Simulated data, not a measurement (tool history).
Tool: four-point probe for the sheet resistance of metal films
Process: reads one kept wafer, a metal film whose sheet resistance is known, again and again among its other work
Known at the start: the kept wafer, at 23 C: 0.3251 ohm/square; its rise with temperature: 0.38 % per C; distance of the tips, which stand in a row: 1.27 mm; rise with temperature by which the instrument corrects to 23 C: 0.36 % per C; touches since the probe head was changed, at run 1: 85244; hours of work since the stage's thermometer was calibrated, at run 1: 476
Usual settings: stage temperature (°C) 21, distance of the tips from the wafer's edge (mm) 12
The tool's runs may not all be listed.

run,hour,stage temperature (°C),distance of the tips from the wafer's edge (mm),touches since the probe head was changed,hours of work since the stage's thermometer was calibrated,sheet resistance as the instrument gives it (ohm/square)
1,0,21,12,85244,476,0.32709
2,13.6,21,4,86179,486,0.341832
3,25.3,21,4,86980,495,0.341738
4,38.7,21,4,87900,506,0.341727
5,46.2,21,12,88416,512,0.327016
6,63.2,21,12,89586,525,0.326918
7,76.4,21,12,90487,535,0.327057
8,92.7,21,12,91611,548,0.327082
9,105.2,19,12,92466,557,0.327022
10,119.3,19,12,93434,568,0.326926
# hour 127.3: new probe head fitted
11,128.3,21,12,71,575,0.327061
12,141.9,21,12,1000,585,0.3271
13,159.3,21,12,2198,599,0.327071
14,168.6,21,12,2835,606,0.327107
15,184.9,19,5,3953,619,0.335949
16,198.7,19,5,4903,629,0.335918
17,213,32,12,5882,640,0.32755
18,221.4,23,31,6461,647,0.325347
19,230.5,24,48,7087,654,0.32531
20,242.5,25,62,7907,663,0.325422
21,259,25,62,9041,676,0.325229
22,275.8,31,5,10195,689,0.336469
23,287.9,31,5,11026,699,0.336364
24,302.1,30,43,12002,710,0.325531
25,313,25,56,12747,718,0.325383
26,320.3,21,10,13246,724,0.327927

Forecast each of these 3 alternatives for the next run:
A,329.1,19,21,13853,731,?
B,329.1,20,9,13853,731,?
C,329.1,21,37,13853,731,?

run,sheet resistance as the instrument gives it (ohm/square)
A,0.325738
B,0.32862
C,0.325439
Without the tool's hidden state the same runs would have given:
run,sheet resistance as the instrument gives it (ohm/square)
A,0.32568
B,0.328561
C,0.325381
